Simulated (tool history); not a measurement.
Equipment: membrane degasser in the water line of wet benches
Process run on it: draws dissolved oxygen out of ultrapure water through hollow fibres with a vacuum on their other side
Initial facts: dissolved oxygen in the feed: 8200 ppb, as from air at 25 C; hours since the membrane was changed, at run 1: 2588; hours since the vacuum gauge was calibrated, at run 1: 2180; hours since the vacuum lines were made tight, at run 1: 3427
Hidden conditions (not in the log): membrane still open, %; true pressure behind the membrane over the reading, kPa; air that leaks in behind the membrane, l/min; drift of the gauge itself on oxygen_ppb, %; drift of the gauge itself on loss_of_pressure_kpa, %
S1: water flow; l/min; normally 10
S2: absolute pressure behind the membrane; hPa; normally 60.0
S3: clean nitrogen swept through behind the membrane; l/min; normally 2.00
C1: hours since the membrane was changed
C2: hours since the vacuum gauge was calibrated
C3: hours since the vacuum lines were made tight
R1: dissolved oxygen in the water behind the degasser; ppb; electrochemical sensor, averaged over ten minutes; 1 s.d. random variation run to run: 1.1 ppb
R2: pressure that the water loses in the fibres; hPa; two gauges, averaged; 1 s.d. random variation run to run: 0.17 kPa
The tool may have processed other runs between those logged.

run    hour  S1     S2    S3    C1    C2    C3     R1     R2
  1     0.0  10   60.0  2.00  2588  2180  3427  114.6  292.0
  2    89.3  10   60.0  0.98  2677  2270  3517  150.5  295.1
  3   179.8  10   60.0  0.98  2767  2360  3607  150.1  296.0
  4   241.5  10   69.5  2.00  2829  2422  3669  126.3  296.6
  5   282.8  10   69.5  2.00  2870  2463  3710  125.1  298.6
  6   362.7  10   60.0  2.00  2950  2543  3790  116.3  296.7
  7   429.2  10   60.0  2.00  3017  2610  3857  115.8  295.9
  8   516.3  10   60.0  2.00  3104  2697  3944  115.7  296.7
  9   565.3  10   72.7  2.00  3153  2746  3993  131.2  296.2
 10   623.4  10   72.7  2.00  3211  2804  4051  132.3  297.2
 11   721.7  10  118.3  2.00  3309  2902  4149  188.9  295.6
 12   778.0  10  118.3  2.00  3366  2958  4205  189.0  296.2
 13   866.4  10  118.3  2.00  3454  3047  4294  186.5  295.0
 14   953.6  10   60.0  2.00  3541  3134  4381  115.4  301.2
 15  1016.5  10   60.0  2.00  3604  3197  4444  115.4  296.8
 16  1090.6  10   60.0  2.00  3678  3271  4518  116.4  299.3
 17  1166.6   9  124.0  3.47  3754  3347  4594  118.7  267.2
 18  1252.7  10   42.6  3.45  3840  3433  4680   89.1  296.8
 19  1300.5  15  141.3  5.15  3888  3481  4728  346.1  446.3
 20  1370.0  10   76.4  2.07  3958  3550  4798  136.6  300.8
 21  1433.1   9   76.4  0.87  4021  3613  4861  165.6  268.8
 22  1479.0   7   76.4  0.87  4067  3659  4907  111.3  208.0
 23  1534.6  10   50.0  1.31  4122  3715  4962  118.3  296.0
 24  1618.4  10   50.0  1.31  4206  3799  5046  117.8  295.9
     1661.3  -- seals of the vacuum lines changed
 25  1693.1  10  149.0  1.31  4279  3871    32  291.2  295.6
 26  1742.2  10  149.0  1.31  4328  3921    81  291.0  294.2
 27  1801.3  10   47.4  1.83  4387  3980   140  103.2  296.9
 28  1880.8   9  140.6  2.54  4466  4059   219  149.2  269.4
 29  1934.6   9  140.6  2.54  4520  4113   273  150.2  267.9
 30  1988.7  10   52.4  0.96  4574  4167   327  134.3  295.9
 31  2040.7  12   52.4  1.05  4626  4219   379  203.6  358.3
 32  2118.1  12   60.0  2.65  4704  4296   457  178.5  357.1

Below are 3 alternative next runs, each starting from the tool's condition after run 32. Predict each:
  A  2195.6   8  135.6  1.82  4781  4374  534   ?   ?
  B  2195.6   9   77.0  1.60  4781  4374  534   ?   ?
  C  2195.6  12   41.7  5.71  4781  4374  534   ?   ?

run     R1     R2
  A  149.8  240.7
  B  118.4  269.7
  C  156.4  354.2
What these runs would have given with no unlogged condition in the tool:
run     R1     R2
  A  143.2  234.1
  B  109.7  262.2
  C  139.8  344.3

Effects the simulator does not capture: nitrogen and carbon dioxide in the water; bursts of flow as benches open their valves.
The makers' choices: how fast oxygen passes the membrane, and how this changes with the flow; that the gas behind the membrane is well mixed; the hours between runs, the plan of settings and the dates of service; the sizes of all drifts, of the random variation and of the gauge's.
